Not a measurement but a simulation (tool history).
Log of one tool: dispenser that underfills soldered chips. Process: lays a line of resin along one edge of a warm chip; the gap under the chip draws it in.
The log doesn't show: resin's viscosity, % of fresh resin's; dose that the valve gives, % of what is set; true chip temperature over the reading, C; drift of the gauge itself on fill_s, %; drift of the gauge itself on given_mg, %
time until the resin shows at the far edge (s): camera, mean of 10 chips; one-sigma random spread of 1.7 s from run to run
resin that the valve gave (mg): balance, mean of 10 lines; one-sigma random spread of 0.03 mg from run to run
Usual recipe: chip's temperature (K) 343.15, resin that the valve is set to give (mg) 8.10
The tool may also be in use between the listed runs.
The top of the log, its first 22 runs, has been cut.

run	hour	chip's temperature (K)	resin that the valve is set to give (mg)	hours of work since the syringe was changed	hours of work since the valve was cleaned	hours of work since the stage was calibrated	time until the resin shows at the far edge (s)	resin that the valve gave (mg)
# hour 79.8: new syringe of resin
23	80.4	331.15	8.10	0	11	156	253.3	8.09
24	83.6	349.15	8.52	3	13	158	152.9	8.47
25	85.9	351.15	7.63	4	15	160	158.1	7.48
26	88.3	329.15	9.88	6	17	161	349.3	9.79
# hour 91.2: new syringe of resin
27	92.6	341.15	7.23	1	19	164	192.4	7.18
28	96.5	340.15	7.11	4	22	167	231.1	7.09
29	100.4	343.15	9.23	6	25	169	222.2	9.17
# hour 102.4: new syringe of resin
30	103.0	348.15	7.70	0	26	171	144.9	7.63
31	108.0	348.15	7.70	4	30	174	171.2	7.59
# hour 113.5: new syringe of resin
32	113.5	348.15	7.70	0	33	178	140.0	7.61
33	116.1	342.15	8.63	2	35	180	181.9	8.50
34	119.0	346.15	9.03	4	37	182	175.4	8.93
35	124.2	336.15	9.09	7	41	185	290.0	8.96
# hour 124.9: new syringe of resin
36	128.6	338.15	7.47	3	43	188	225.2	7.36

Each row is a separate what-if for the run after 36, all from the same tool condition, not one after another. Results?
A	132.5	331.15	10.38	5	46	191	?	?
B	132.5	342.15	7.47	5	46	191	?	?
C	132.5	338.15	8.10	5	46	191	?	?
D	132.5	338.15	8.87	5	46	191	?	?

run	time until the resin shows at the far edge (s)	resin that the valve gave (mg)
A	310.1	10.21
B	225.9	7.36
C	250.4	7.95
D	248.1	8.70
The same runs, with their run-to-run variation unchanged, on a tool lacking any hidden condition would have given:
run	time until the resin shows at the far edge (s)	resin that the valve gave (mg)
A	238.3	10.39
B	172.6	7.49
C	191.6	8.09
D	190.3	8.85

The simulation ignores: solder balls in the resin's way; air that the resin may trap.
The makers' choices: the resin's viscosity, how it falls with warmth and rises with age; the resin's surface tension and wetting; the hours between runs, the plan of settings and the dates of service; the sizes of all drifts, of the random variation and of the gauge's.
